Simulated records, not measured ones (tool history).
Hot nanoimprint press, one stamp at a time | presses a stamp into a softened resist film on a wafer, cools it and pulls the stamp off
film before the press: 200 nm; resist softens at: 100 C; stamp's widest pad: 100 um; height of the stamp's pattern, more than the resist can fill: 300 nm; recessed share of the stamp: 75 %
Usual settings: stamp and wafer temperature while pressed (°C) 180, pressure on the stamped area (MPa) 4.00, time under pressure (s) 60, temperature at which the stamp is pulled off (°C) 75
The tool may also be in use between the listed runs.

run,day,stamp and wafer temperature while pressed (°C),pressure on the stamped area (MPa),time under pressure (s),temperature at which the stamp is pulled off (°C),resist left under the stamp's widest pad (nm),greatest force while the stamp is pulled off (N)
1,0.000,180,4.00,60,75,81.9,178
2,0.412,180,4.00,60,75,81.9,179
3,0.775,180,4.00,60,75,81.8,172
4,1.538,180,4.00,60,75,81.9,179
5,2.208,180,4.00,60,75,81.8,174
# day 2.379: plate thermocouple calibrated
6,2.871,180,4.00,60,75,81.5,173
7,3.408,180,4.00,60,75,82.0,176
8,4.008,180,4.00,60,75,81.6,174
9,4.733,180,4.00,60,75,81.8,181
10,5.146,180,4.00,60,75,81.9,183
11,5.588,180,4.00,60,75,81.8,181
12,6.238,180,4.00,100,75,66.6,183
13,6.954,175,4.00,60,75,102.5,185
14,7.592,175,4.00,60,75,102.5,180
15,8.371,175,4.00,60,75,102.4,175
16,8.933,174,4.35,52,76,108.2,178
17,9.550,185,3.19,66,78,69.6,174
18,10.054,183,3.19,66,78,76.3,171
19,10.617,183,3.19,66,78,76.1,170
20,11.108,180,6.31,60,77,66.1,169
21,11.883,180,4.00,60,67,81.6,205
22,12.304,180,4.00,60,67,81.8,197
23,12.733,180,4.00,60,81,81.7,164
24,13.512,180,2.76,60,75,96.3,178
25,14.050,180,2.76,60,75,96.1,177
26,14.433,180,4.00,105,78,65.1,173
27,14.883,189,6.12,96,70,35.6,193
28,15.638,171,3.10,59,60,132.5,210
29,16.383,171,3.10,59,60,132.2,221
30,17.150,171,3.10,59,60,132.3,222

4 ways to go on from here, each from the tool as it stands after run 30. What would each give?
A,17.608,171,3.10,43,60,?,?
B,17.608,171,4.68,59,60,?,?
C,17.608,171,4.76,59,66,?,?
D,17.608,183,3.10,40,60,?,?

run,resist left under the stamp's widest pad (nm),greatest force while the stamp is pulled off (N)
A,143.7,225
B,114.6,210
C,114.1,206
D,94.0,222
Without the tool's hidden state the same runs would have given:
run,resist left under the stamp's widest pad (nm),greatest force while the stamp is pulled off (N)
A,143.7,222
B,114.5,207
C,114.1,203
D,94.0,220

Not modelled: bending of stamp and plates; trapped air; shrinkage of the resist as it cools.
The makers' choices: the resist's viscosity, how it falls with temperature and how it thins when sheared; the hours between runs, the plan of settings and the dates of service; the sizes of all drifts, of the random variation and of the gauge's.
